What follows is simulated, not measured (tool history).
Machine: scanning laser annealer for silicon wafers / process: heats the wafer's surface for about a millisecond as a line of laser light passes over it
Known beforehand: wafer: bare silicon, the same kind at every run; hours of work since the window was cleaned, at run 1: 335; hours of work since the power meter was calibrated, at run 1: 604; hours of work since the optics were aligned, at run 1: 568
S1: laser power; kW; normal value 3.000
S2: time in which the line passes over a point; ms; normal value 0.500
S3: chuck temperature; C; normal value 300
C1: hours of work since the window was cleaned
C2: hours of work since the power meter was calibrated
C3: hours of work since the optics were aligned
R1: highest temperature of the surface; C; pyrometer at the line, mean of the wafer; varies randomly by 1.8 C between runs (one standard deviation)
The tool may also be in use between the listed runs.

run	hour	S1	S2	S3	C1	C2	C3	R1
1	0.0	3.000	0.500	300	335	604	568	1014
2	36.2	3.000	0.500	300	352	621	586	1012
3	62.3	3.000	0.500	294	365	634	599	1003
4	101.2	3.000	0.500	294	384	653	618	1007
5	156.5	3.222	0.500	300	411	681	645	1082
6	202.2	3.222	0.500	300	434	703	668	1081
7	260.6	3.000	0.500	336	463	732	696	1048
8	289.7	3.000	0.500	290	477	746	711	999
9	322.1	3.000	0.500	290	493	762	726	1000
10	377.9	2.956	0.500	300	520	789	754	997
11	420.5	3.000	0.500	300	541	810	775	1008
12	452.9	3.000	0.500	300	557	826	791	1012
# hour 476.8: window over the wafer cleaned
13	518.3	3.000	0.500	300	20	857	822	1011
# hour 537.9: optics aligned, line set to its width
14	577.5	2.655	0.515	290	47	884	19	905
15	604.0	2.851	0.492	300	60	897	32	960
16	648.2	2.757	0.407	321	82	919	54	889
17	697.1	2.757	0.407	321	106	943	78	890
18	736.6	2.757	0.407	321	125	962	98	890
19	763.7	2.811	0.543	300	138	975	111	981
20	827.3	2.811	0.543	300	170	1007	142	982
21	885.9	3.217	0.391	300	198	1035	171	985
22	933.7	3.217	0.391	300	222	1059	194	985
23	985.9	3.217	0.391	300	248	1084	220	983
24	1012.0	3.000	0.509	294	260	1097	233	1010
25	1044.3	3.000	0.509	294	276	1113	249	1009

What if the next run were any one of these 4? Each begins from the tool's condition after run 25:
A	1100.4	2.599	0.470	281	304	1141	276	?
B	1100.4	3.167	0.534	274	304	1141	276	?
C	1100.4	2.848	0.500	300	304	1141	276	?
D	1100.4	3.166	0.411	338	304	1141	276	?

run	R1
A	849
B	1065
C	962
D	1024
Without the tool's unlogged condition, the same runs would have read:
run	R1
A	849
B	1066
C	962
D	1024
